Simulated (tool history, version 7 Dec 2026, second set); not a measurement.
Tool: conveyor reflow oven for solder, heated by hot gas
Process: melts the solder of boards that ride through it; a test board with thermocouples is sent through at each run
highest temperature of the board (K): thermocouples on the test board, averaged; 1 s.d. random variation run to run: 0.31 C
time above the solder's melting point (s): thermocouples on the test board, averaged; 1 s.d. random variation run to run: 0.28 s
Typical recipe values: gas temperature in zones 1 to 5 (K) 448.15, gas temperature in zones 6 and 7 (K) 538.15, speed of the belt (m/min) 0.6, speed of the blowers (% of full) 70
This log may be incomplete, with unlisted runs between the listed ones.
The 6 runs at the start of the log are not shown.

run,hour,gas temperature in zones 1 to 5 (K),gas temperature in zones 6 and 7 (K),speed of the belt (m/min),speed of the blowers (% of full),hours of work since the flux was cleaned out,hours of work since the belt drive was overhauled,hours of work since the thermocouples were changed,highest temperature of the board (K),time above the solder's melting point (s)
7,166.7,440.15,538.15,0.6,78,338,400,69,516.75,37.4
8,189.7,440.15,538.15,0.571,78,348,409,78,519.65,41
9,215.1,440.15,538.15,0.571,78,358,419,89,518.75,41.1
10,253.8,440.15,538.15,0.571,78,374,435,104,518.95,40.8
11,286.5,449.15,538.15,0.6,70,387,448,117,517.75,39.9
12,308.6,449.15,538.15,0.6,70,396,457,126,518.25,39.7
13,330.6,449.15,544.15,0.6,70,404,466,135,523.45,43
14,357,449.15,544.15,0.6,70,415,476,146,522.75,43.3
15,388,449.15,544.15,0.6,70,428,489,158,523.05,43.5
16,417.6,449.15,544.15,0.6,70,440,501,170,523.25,43.4
17,440.9,443.15,552.15,0.6,55,449,510,180,525.55,42.5
18,476.5,448.15,528.15,0.6,62,463,524,194,508.05,30.5
19,499.2,448.15,551.15,0.715,60,472,534,203,518.15,31.3
20,536.4,448.15,541.15,0.715,60,487,549,218,510.65,25.8
21,559.5,448.15,537.15,0.6,70,497,558,227,516.55,38.7
# hour 569.8: flux residue cleaned out of gas plates and filters
22,595.4,448.15,537.15,0.6,70,10,570,240,519.25,41.7
23,619.7,450.15,538.15,0.515,64,20,580,250,523.85,53.6
24,646.1,447.15,538.15,0.6,61,31,591,260,518.05,40
25,673.8,448.15,544.15,0.6,72,42,602,272,525.05,44.9
26,700.1,436.15,538.15,0.6,62,53,612,282,515.35,35
27,728,453.15,543.15,0.64,54,64,624,293,519.75,39.1
28,760.7,434.15,541.15,0.6,83,77,637,307,521.65,39.7

The next listed run, before its measurement:
29,787.8,440.15,534.15,0.53,69,88,648,317,?,?

{"run 29": {"highest temperature of the board (K)": 518.85, "time above the solder's melting point (s)": 45.5}}
Had the tool carried no hidden state, the very same run would have given highest temperature of the board (K) 520.05, time above the solder's melting point (s) 46.2.
